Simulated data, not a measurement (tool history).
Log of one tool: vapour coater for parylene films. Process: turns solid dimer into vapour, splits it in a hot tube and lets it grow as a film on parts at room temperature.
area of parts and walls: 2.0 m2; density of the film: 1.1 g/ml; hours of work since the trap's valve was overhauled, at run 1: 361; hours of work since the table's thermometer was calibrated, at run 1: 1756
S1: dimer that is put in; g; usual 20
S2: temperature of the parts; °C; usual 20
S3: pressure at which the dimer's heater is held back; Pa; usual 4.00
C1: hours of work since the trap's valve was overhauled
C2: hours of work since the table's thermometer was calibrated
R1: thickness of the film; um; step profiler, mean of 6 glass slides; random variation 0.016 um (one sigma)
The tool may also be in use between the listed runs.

Run 1, hour 0.0: usual settings; C1 361; C2 1756. Result: R1 4.19 um.
Run 2, hour 39.9: usual settings but S2 17 °C; C1 393; C2 1788. Result: R1 4.44 um.
Run 3, hour 74.1: usual settings; C1 420; C2 1815. Result: R1 4.18 um.
Run 4, hour 100.0: usual settings but S3 3.59 Pa; C1 441; C2 1836. Result: R1 4.28 um.
Run 5, hour 137.2: usual settings but S3 3.19 Pa; C1 470; C2 1866. Result: R1 4.31 um.
Run 6, hour 200.4: usual settings but S1 22 g, S3 3.19 Pa; C1 521; C2 1916. Result: R1 4.73 um.
Run 7, hour 230.0: usual settings but S2 13 °C; C1 544; C2 1939. Result: R1 4.81 um.
At hour 257.8: trap's valve overhauled.
Run 8, hour 268.1: usual settings but S2 29 °C; C1 8; C2 1966. Result: R1 3.52 um.
Run 9, hour 326.4: usual settings; C1 55; C2 2013. Result: R1 4.20 um.
Run 10, hour 386.3: usual settings; C1 102; C2 2060. Result: R1 4.20 um.
Run 11, hour 434.4: usual settings; C1 140; C2 2099. Result: R1 4.22 um.
Run 12, hour 483.6: usual settings but S2 13 °C; C1 180; C2 2138. Result: R1 4.80 um.
Run 13, hour 515.8: usual settings but S2 29 °C; C1 205; C2 2163. Result: R1 3.49 um.
Run 14, hour 561.3: usual settings but S1 35 g, S2 27 °C, S3 10.76 Pa; C1 241; C2 2200. Result: R1 5.70 um.
Run 15, hour 597.3: usual settings but S1 26 g, S2 17 °C, S3 2.03 Pa; C1 270; C2 2228. Result: R1 6.24 um.
Run 16, hour 632.0: usual settings but S1 26 g, S2 17 °C, S3 2.03 Pa; C1 298; C2 2256. Result: R1 6.24 um.
At hour 636.9: table's thermometer calibrated.
Run 17, hour 675.9: usual settings but S1 26 g, S2 14 °C, S3 5.76 Pa; C1 332; C2 31. Result: R1 5.89 um.
Run 18, hour 702.9: usual settings but S1 26 g, S2 18 °C, S3 5.76 Pa; C1 353; C2 53. Result: R1 5.47 um.
Run 19, hour 737.3: usual settings but S1 26 g, S2 18 °C, S3 5.76 Pa; C1 380; C2 80. Result: R1 5.44 um.
Run 20, hour 796.9: usual settings but S1 10 g, S2 18 °C, S3 5.76 Pa; C1 428; C2 127. Result: R1 2.10 um.
Run 21, hour 834.2: usual settings but S1 17 g, S3 5.93 Pa; C1 458; C2 157. Result: R1 3.41 um.

Hidden state at the last listed run before each entry between runs and at the first one after, where it differs:
Between runs 7 and 8: trap's valve overhauled (hour 257.8)
  vapour lost through the trap's worn valve, %: 0.3 -> 0; true temperature of the parts over the reading, C: -0.04 -> -0.05
Between runs 16 and 17: table's thermometer calibrated (hour 636.9)
  true temperature of the parts over the reading, C: -0.05 -> 0.01
